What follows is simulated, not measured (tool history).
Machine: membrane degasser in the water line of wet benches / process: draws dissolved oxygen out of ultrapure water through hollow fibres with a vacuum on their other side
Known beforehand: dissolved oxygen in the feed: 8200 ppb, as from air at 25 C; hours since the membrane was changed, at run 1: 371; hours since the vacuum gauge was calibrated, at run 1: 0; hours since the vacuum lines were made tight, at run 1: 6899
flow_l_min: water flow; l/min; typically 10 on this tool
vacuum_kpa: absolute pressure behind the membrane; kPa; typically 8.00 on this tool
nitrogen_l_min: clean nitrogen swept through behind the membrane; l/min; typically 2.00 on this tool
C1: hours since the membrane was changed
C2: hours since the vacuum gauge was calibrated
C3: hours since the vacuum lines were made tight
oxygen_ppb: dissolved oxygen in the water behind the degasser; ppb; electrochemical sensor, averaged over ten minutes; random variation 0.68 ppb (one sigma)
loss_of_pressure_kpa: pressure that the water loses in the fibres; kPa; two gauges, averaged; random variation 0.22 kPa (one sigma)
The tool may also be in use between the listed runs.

Run 1, day 0.000: usual settings; C1 371; C2 0; C3 6899. Result: oxygen_ppb 61.2 ppb, loss_of_pressure_kpa 51.69 kPa.
Run 2, day 4.738: usual settings but flow_l_min 8 l/min; C1 484; C2 114; C3 7013. Result: oxygen_ppb 48.5 ppb, loss_of_pressure_kpa 41.62 kPa.
Run 3, day 13.017: usual settings but flow_l_min 8 l/min; C1 683; C2 312; C3 7212. Result: oxygen_ppb 48.8 ppb, loss_of_pressure_kpa 41.38 kPa.
Run 4, day 21.979: usual settings but flow_l_min 8 l/min; C1 898; C2 527; C3 7427. Result: oxygen_ppb 48.4 ppb, loss_of_pressure_kpa 41.25 kPa.
At day 23.042: seals of the vacuum lines changed.
Run 5, day 27.104: usual settings but nitrogen_l_min 3.45 l/min; C1 1019; C2 649; C3 98. Result: oxygen_ppb 36.7 ppb, loss_of_pressure_kpa 51.55 kPa.
Run 6, day 34.929: usual settings; C1 1207; C2 836; C3 285. Result: oxygen_ppb 61.4 ppb, loss_of_pressure_kpa 51.45 kPa.
Run 7, day 43.679: usual settings but vacuum_kpa 12.79 kPa; C1 1417; C2 1046; C3 495. Result: oxygen_ppb 116.8 ppb, loss_of_pressure_kpa 51.43 kPa.
Run 8, day 51.783: usual settings but nitrogen_l_min 2.87 l/min; C1 1611; C2 1241; C3 690. Result: oxygen_ppb 43.6 ppb, loss_of_pressure_kpa 51.22 kPa.
Run 9, day 56.046: usual settings but nitrogen_l_min 2.87 l/min; C1 1714; C2 1343; C3 792. Result: oxygen_ppb 43.9 ppb, loss_of_pressure_kpa 50.87 kPa.
Run 10, day 63.733: usual settings; C1 1898; C2 1528; C3 977. Result: oxygen_ppb 61.8 ppb, loss_of_pressure_kpa 50.80 kPa.
Run 11, day 72.138: usual settings; C1 2100; C2 1729; C3 1178. Result: oxygen_ppb 61.7 ppb, loss_of_pressure_kpa 51.07 kPa.
At day 77.758: gauge calibrated.
Run 12, day 78.642: usual settings; C1 2256; C2 1885; C3 1334. Result: oxygen_ppb 61.6 ppb, loss_of_pressure_kpa 51.97 kPa.
Run 13, day 87.425: usual settings but flow_l_min 11 l/min, vacuum_kpa 5.01 kPa, nitrogen_l_min 3.07 l/min; C1 2467; C2 2096; C3 1545. Result: oxygen_ppb 19.2 ppb, loss_of_pressure_kpa 56.94 kPa.
Run 14, day 92.567: usual settings but vacuum_kpa 14.46 kPa; C1 2590; C2 2220; C3 1669. Result: oxygen_ppb 135.5 ppb, loss_of_pressure_kpa 51.69 kPa.
Run 15, day 98.725: usual settings but vacuum_kpa 14.46 kPa; C1 2738; C2 2367; C3 1816. Result: oxygen_ppb 138.0 ppb, loss_of_pressure_kpa 51.73 kPa.
Run 16, day 104.400: usual settings but flow_l_min 6 l/min, vacuum_kpa 12.42 kPa, nitrogen_l_min 1.16 l/min; C1 2874; C2 2504; C3 1953. Result: oxygen_ppb 116.0 ppb, loss_of_pressure_kpa 30.70 kPa.
Run 17, day 113.379: usual settings but flow_l_min 6 l/min, vacuum_kpa 12.42 kPa, nitrogen_l_min 1.16 l/min; C1 3090; C2 2719; C3 2168. Result: oxygen_ppb 117.4 ppb, loss_of_pressure_kpa 31.01 kPa.
Run 18, day 122.654: usual settings but flow_l_min 13 l/min, vacuum_kpa 17.49 kPa, nitrogen_l_min 2.13 l/min; C1 3312; C2 2942; C3 2391. Result: oxygen_ppb 213.2 ppb, loss_of_pressure_kpa 66.40 kPa.
Run 19, day 131.667: usual settings but flow_l_min 8 l/min, vacuum_kpa 8.98 kPa, nitrogen_l_min 0.80 l/min; C1 3529; C2 3158; C3 2607. Result: oxygen_ppb 135.6 ppb, loss_of_pressure_kpa 40.80 kPa.
Run 20, day 140.600: usual settings but vacuum_kpa 5.63 kPa, nitrogen_l_min 1.09 l/min; C1 3743; C2 3372; C3 2821. Result: oxygen_ppb 54.5 ppb, loss_of_pressure_kpa 50.94 kPa.
Run 21, day 145.617: usual settings but flow_l_min 11 l/min, vacuum_kpa 14.85 kPa, nitrogen_l_min 1.09 l/min; C1 3863; C2 3493; C3 2942. Result: oxygen_ppb 271.3 ppb, loss_of_pressure_kpa 55.65 kPa.
Run 22, day 154.338: usual settings but flow_l_min 8 l/min, vacuum_kpa 9.42 kPa, nitrogen_l_min 2.63 l/min; C1 4073; C2 3702; C3 3151. Result: oxygen_ppb 48.6 ppb, loss_of_pressure_kpa 40.88 kPa.

Branching from run 22: 4 alternative next runs. What would each branch give?
Run A, day 162.504: usual settings but flow_l_min 8 l/min, vacuum_kpa 7.47 kPa, nitrogen_l_min 1.81 l/min; C1 4269; C2 3898; C3 3347. Result: oxygen_ppb ?, loss_of_pressure_kpa ?.
Run B, day 162.504: usual settings but vacuum_kpa 13.57 kPa; C1 4269; C2 3898; C3 3347. Result: oxygen_ppb ?, loss_of_pressure_kpa ?.
Run C, day 162.504: usual settings but flow_l_min 7 l/min, vacuum_kpa 12.30 kPa, nitrogen_l_min 2.34 l/min; C1 4269; C2 3898; C3 3347. Result: oxygen_ppb ?, loss_of_pressure_kpa ?.
Run D, day 162.504: usual settings but vacuum_kpa 6.49 kPa; C1 4269; C2 3898; C3 3347. Result: oxygen_ppb ?, loss_of_pressure_kpa ?.

run  oxygen_ppb  loss_of_pressure_kpa
  A        47.2                 40.43
  B       126.6                 50.76
  C        67.1                 35.33
  D        43.6                 50.82
Without the tool's hidden state the same runs would have given:
run  oxygen_ppb  loss_of_pressure_kpa
  A        47.0                 41.34
  B       126.4                 51.89
  C        66.9                 36.13
  D        43.4                 51.96
